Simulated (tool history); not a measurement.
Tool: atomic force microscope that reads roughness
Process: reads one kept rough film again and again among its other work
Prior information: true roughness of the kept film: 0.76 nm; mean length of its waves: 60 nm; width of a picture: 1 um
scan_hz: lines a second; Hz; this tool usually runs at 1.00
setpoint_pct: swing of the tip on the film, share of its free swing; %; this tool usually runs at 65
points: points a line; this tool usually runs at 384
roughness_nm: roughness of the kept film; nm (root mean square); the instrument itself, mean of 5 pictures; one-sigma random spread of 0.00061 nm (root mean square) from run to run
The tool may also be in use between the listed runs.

run 1 day=0.000 | scan_hz=1.00 setpoint_pct=65 points=384 | roughness_nm=0.7418
run 2 day=1.179 | scan_hz=1.00 setpoint_pct=65 points=384 | roughness_nm=0.7421
run 3 day=1.804 | scan_hz=1.00 setpoint_pct=65 points=384 | roughness_nm=0.7427
run 4 day=2.925 | scan_hz=1.00 setpoint_pct=84 points=384 | roughness_nm=0.7247
run 5 day=3.504 | scan_hz=1.00 setpoint_pct=84 points=384 | roughness_nm=0.7252
run 6 day=4.112 | scan_hz=1.00 setpoint_pct=67 points=384 | roughness_nm=0.7411
run 7 day=4.746 | scan_hz=1.00 setpoint_pct=67 points=384 | roughness_nm=0.7399
run 8 day=5.454 | scan_hz=1.00 setpoint_pct=67 points=384 | roughness_nm=0.7413
run 9 day=6.262 | scan_hz=1.00 setpoint_pct=67 points=384 | roughness_nm=0.7406
run 10 day=7.112 | scan_hz=1.00 setpoint_pct=67 points=384 | roughness_nm=0.7408
run 11 day=8.200 | scan_hz=1.10 setpoint_pct=67 points=384 | roughness_nm=0.7396
run 12 day=9.042 | scan_hz=3.05 setpoint_pct=67 points=721 | roughness_nm=0.7207
run 13 day=10.004 | scan_hz=0.63 setpoint_pct=61 points=553 | roughness_nm=0.7475
run 14 day=10.600 | scan_hz=1.93 setpoint_pct=79 points=331 | roughness_nm=0.7119
run 15 day=11.267 | scan_hz=1.93 setpoint_pct=79 points=331 | roughness_nm=0.7112
run 16 day=11.817 | scan_hz=1.00 setpoint_pct=88 points=475 | roughness_nm=0.7206
run 17 day=12.975 | scan_hz=1.00 setpoint_pct=59 points=873 | roughness_nm=0.7465
run 18 day=13.583 | scan_hz=1.00 setpoint_pct=59 points=873 | roughness_nm=0.7470
run 19 day=14.717 | scan_hz=1.00 setpoint_pct=66 points=292 | roughness_nm=0.7397
run 20 day=15.833 | scan_hz=0.72 setpoint_pct=65 points=384 | roughness_nm=0.7443

Between the runs listed above, the log contained 1 entry, not reproduced here. Where in the sequence does each belong, and how does what the log doesn't record of the tool's condition differ from the listed run before to the listed run after?
Between runs 11 and 12: new tip fitted (day 8.329)
  radius of the tip, nm: 10.5 -> 10
